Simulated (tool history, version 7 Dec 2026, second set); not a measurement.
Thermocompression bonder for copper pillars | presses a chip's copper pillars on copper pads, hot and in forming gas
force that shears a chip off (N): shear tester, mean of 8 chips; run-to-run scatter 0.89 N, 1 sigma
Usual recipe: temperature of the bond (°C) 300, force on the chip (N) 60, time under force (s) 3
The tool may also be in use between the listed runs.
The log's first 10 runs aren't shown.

run,hour,temperature of the bond (°C),force on the chip (N),time under force (s),hours of work since the heater was calibrated,hours of work since the force cell was calibrated,hours of work since the gas filter was changed,force that shears a chip off (N)
11,582.7,325,60,3,863,950,181,93.8
# hour 601.0: heater calibrated with a thermocouple chip
12,636.4,300,60,3,28,991,223,78.4
13,716.3,300,52,3,92,1055,286,69.1
# hour 724.7: force cell calibrated
14,790.3,300,52,3,150,52,344,68.6
# hour 802.2: forming gas filter changed
15,832.6,300,45,3,183,86,24,62.9
16,906.4,300,45,3,242,144,83,62.3
17,990.4,300,45,3,309,211,150,60.5
18,1038.0,300,45,3,347,249,188,59.6
19,1123.0,300,50,3,415,317,256,65.7
# hour 1143.9: force cell calibrated, once more
20,1171.7,282,54,3,452,22,293,50.5

Expected results for the next run?
21,1228.1,282,54,3,497,67,338,?

{"run 21": {"force that shears a chip off (N)": 48.7}}
With the hidden condition absent and the run-to-run variation left alone, this run would have shown force that shears a chip off (N) 55.6.

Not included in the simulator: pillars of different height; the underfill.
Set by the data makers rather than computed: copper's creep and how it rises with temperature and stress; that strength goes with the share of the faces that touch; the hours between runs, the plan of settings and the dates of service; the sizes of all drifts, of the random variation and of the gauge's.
